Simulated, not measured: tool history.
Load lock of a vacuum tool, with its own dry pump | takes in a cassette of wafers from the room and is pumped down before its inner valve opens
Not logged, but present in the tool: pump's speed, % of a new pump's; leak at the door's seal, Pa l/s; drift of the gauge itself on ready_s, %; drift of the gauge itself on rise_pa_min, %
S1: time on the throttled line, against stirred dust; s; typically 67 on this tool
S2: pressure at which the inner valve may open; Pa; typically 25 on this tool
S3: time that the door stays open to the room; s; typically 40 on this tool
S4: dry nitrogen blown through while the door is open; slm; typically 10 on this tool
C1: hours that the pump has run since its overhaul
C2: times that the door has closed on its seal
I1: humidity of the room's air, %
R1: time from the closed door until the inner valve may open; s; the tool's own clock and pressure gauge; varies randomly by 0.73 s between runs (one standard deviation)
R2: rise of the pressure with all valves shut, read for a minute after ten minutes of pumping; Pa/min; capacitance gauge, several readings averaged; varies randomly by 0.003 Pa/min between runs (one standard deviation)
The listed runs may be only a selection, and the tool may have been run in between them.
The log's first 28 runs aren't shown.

run 29 day=132.517 | S1=64 S2=25 S3=40 S4=8 | C1=10425 C2=36369 | I1=47.2 | R1=118.5 R2=0.347
run 30 day=136.658 | S1=64 S2=25 S3=40 S4=8 | C1=10524 C2=36794 | I1=47.3 | R1=117.9 R2=0.361
run 31 day=139.921 | S1=64 S2=25 S3=40 S4=8 | C1=10603 C2=37128 | I1=47.2 | R1=117.8 R2=0.361
run 32 day=145.004 | S1=64 S2=30 S3=40 S4=32 | C1=10724 C2=37649 | I1=46.8 | R1=115.7 R2=0.351
run 33 day=148.838 | S1=113 S2=25 S3=40 S4=39 | C1=10817 C2=38042 | I1=46.6 | R1=152.3 R2=0.364
run 34 day=153.567 | S1=78 S2=31 S3=40 S4=10 | C1=10930 C2=38528 | I1=46.5 | R1=126.6 R2=0.384
run 35 day=158.417 | S1=107 S2=31 S3=52 S4=10 | C1=11046 C2=39025 | I1=43.1 | R1=145.9 R2=0.380
run 36 day=163.188 | S1=67 S2=25 S3=45 S4=5 | C1=11161 C2=39514 | I1=43.2 | R1=121.7 R2=0.412
run 37 day=166.442 | S1=57 S2=25 S3=146 S4=5 | C1=11239 C2=39847 | I1=44.5 | R1=114.3 R2=0.446
run 38 day=170.312 | S1=67 S2=25 S3=118 S4=10 | C1=11332 C2=40244 | I1=45.5 | R1=121.4 R2=0.430

Predict each of these 3 candidate next runs independently; none follows another, all start after run 38:
run A day=174.433 | S1=57 S2=45 S3=66 S4=10 | C1=11431 C2=40667 | I1=49.6 | R1=? R2=?
run B day=174.433 | S1=67 S2=25 S3=36 S4=10 | C1=11431 C2=40667 | I1=45.4 | R1=? R2=?
run C day=174.433 | S1=80 S2=25 S3=85 S4=10 | C1=11431 C2=40667 | I1=45.0 | R1=? R2=?

run=A R1=109.8 R2=0.428
run=B R1=121.6 R2=0.412
run=C R1=131.2 R2=0.425
The same runs, with their run-to-run variation unchanged, on a tool lacking any hidden condition would have given:
run=A R1=100.1 R2=0.049
run=B R1=111.3 R2=0.030
run=C R1=121.6 R2=0.041

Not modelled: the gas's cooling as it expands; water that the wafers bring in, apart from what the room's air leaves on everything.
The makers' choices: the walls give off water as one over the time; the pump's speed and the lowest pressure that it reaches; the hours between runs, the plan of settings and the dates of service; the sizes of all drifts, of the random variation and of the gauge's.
